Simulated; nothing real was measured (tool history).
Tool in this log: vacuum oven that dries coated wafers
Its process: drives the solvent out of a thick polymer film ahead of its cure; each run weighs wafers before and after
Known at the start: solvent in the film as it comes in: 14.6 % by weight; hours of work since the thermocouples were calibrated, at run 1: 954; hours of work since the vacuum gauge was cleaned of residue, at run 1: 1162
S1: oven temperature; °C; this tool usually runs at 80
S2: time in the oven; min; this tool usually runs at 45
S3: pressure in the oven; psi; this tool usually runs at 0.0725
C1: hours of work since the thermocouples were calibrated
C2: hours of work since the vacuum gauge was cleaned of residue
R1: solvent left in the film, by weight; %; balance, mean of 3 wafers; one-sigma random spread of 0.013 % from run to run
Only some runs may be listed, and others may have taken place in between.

| run | day | S1 | S2 | S3 | C1 | C2 | R1 |
|---|---|---|---|---|---|---|---|
| 1 | 0 | 80 | 45 | 0.0725 | 954 | 1162 | 0.59 |
| 2 | 4.046 | 80 | 45 | 0.0725 | 1017 | 1226 | 0.57 |
|  | 5.721 | oven's thermocouples calibrated |
| 3 | 7.904 | 80 | 45 | 0.0725 | 34 | 1285 | 0.5 |
| 4 | 9.833 | 78 | 45 | 0.0725 | 64 | 1315 | 0.7 |
| 5 | 12.796 | 78 | 45 | 0.0725 | 111 | 1362 | 0.68 |
|  | 14.471 | oven's thermocouples calibrated, once more |
| 6 | 15.754 | 78 | 45 | 0.0725 | 20 | 1407 | 1.03 |
| 7 | 18.254 | 80 | 45 | 0.0725 | 59 | 1446 | 0.76 |
| 8 | 21.242 | 80 | 45 | 0.0725 | 106 | 1493 | 0.74 |
| 9 | 24.538 | 80 | 45 | 0.0725 | 158 | 1545 | 0.74 |
| 10 | 28.088 | 80 | 45 | 0.0725 | 213 | 1600 | 0.74 |
| 11 | 31.533 | 80 | 52 | 0.0725 | 268 | 1654 | 0.6 |
| 12 | 34.846 | 80 | 52 | 0.0725 | 319 | 1706 | 0.59 |
| 13 | 38.675 | 80 | 45 | 0.0725 | 379 | 1766 | 0.72 |
| 14 | 40.638 | 80 | 45 | 0.0725 | 410 | 1797 | 0.72 |
| 15 | 44.517 | 80 | 45 | 0.0725 | 471 | 1858 | 0.71 |
| 16 | 47.121 | 80 | 45 | 0.0725 | 512 | 1899 | 0.73 |
| 17 | 49.95 | 80 | 23 | 0.0725 | 556 | 1943 | 2.25 |
| 18 | 52.946 | 80 | 23 | 0.0725 | 603 | 1990 | 2.22 |
| 19 | 55.538 | 80 | 23 | 0.0725 | 644 | 2031 | 2.21 |
| 20 | 59.271 | 80 | 23 | 0.0725 | 702 | 2089 | 2.17 |
| 21 | 62.579 | 80 | 23 | 0.0725 | 754 | 2141 | 2.17 |
| 22 | 64.354 | 80 | 23 | 0.0725 | 782 | 2169 | 2.17 |
| 23 | 66.292 | 80 | 26 | 0.0621 | 812 | 2199 | 1.73 |
| 24 | 68.929 | 80 | 26 | 0.1166 | 854 | 2241 | 1.84 |
| 25 | 71.883 | 70 | 26 | 0.0709 | 900 | 2287 | 4.79 |
| 26 | 75.146 | 77 | 45 | 0.0896 | 951 | 2338 | 1.07 |
| 27 | 77.075 | 77 | 45 | 0.0896 | 982 | 2368 | 1.05 |
| 28 | 78.829 | 85 | 36 | 0.0718 | 1009 | 2396 | 0.47 |
|  | 81.05 | oven's thermocouples calibrated |
| 29 | 82.812 | 87 | 36 | 0.0415 | 28 | 2457 | 0.39 |
| 30 | 84.804 | 87 | 36 | 0.0415 | 59 | 2488 | 0.4 |
| 31 | 86.612 | 92 | 52 | 0.1974 | 87 | 2517 | 0.53 |
| 32 | 88.712 | 92 | 26 | 0.1974 | 120 | 2549 | 0.6 |
| 33 | 92.479 | 92 | 26 | 0.1974 | 179 | 2609 | 0.62 |
| 34 | 94.517 | 85 | 28 | 0.2374 | 211 | 2641 | 1.29 |
| 35 | 97.229 | 85 | 28 | 0.2374 | 254 | 2683 | 1.28 |
| 36 | 99.779 | 80 | 28 | 0.2341 | 294 | 2723 | 2.21 |
| 37 | 103.504 | 80 | 59 | 0.0477 | 352 | 2781 | 0.51 |
| 38 | 107.562 | 80 | 48 | 0.1459 | 416 | 2845 | 0.92 |
| 39 | 110.425 | 80 | 48 | 0.1459 | 461 | 2890 | 0.95 |
| 40 | 112.162 | 80 | 48 | 0.1459 | 488 | 2917 | 0.93 |
| 41 | 115.712 | 80 | 48 | 0.1459 | 544 | 2973 | 0.94 |
|  | 116.942 | vacuum gauge cleaned of residue and calibrated |
| 42 | 117.921 | 80 | 48 | 0.1459 | 577 | 15 | 0.65 |
| 43 | 120.229 | 86 | 36 | 0.0467 | 613 | 51 | 0.23 |
| 44 | 122.838 | 80 | 46 | 0.0451 | 654 | 92 | 0.44 |

For each entry between runs, how does the tool's hidden state at the last listed run before it compare with that at the first listed run after it?
In the gap between runs 2 and 3: oven's thermocouples calibrated (day 5.721)
  true wafer temperature over the reading, C: 1.55 -> 2.17; true pressure over the reading, kPa: 0.256 -> 0.268
  what was measured, less what the result would be without the hidden state, R1: -0.05 -> -0.09 %
In the gap between runs 5 and 6: oven's thermocouples calibrated, once more (day 14.471)
  true wafer temperature over the reading, C: 2.3 -> -0.23; true pressure over the reading, kPa: 0.284 -> 0.294
  what was measured, less what the result would be without the hidden state, R1: -0.17 -> +0.17 %
In the gap between runs 28 and 29: oven's thermocouples calibrated (day 81.05)
  true wafer temperature over the reading, C: 1.51 -> -0.14; true pressure over the reading, kPa: 0.496 -> 0.509
  what was measured, less what the result would be without the hidden state, R1: +0.07 -> +0.17 %
In the gap between runs 41 and 42: vacuum gauge cleaned of residue and calibrated (day 116.942)
  true wafer temperature over the reading, C: 0.79 -> 0.86; true pressure over the reading, kPa: 0.613 -> -0.009
  what was measured, less what the result would be without the hidden state, R1: +0.18 -> -0.09 %

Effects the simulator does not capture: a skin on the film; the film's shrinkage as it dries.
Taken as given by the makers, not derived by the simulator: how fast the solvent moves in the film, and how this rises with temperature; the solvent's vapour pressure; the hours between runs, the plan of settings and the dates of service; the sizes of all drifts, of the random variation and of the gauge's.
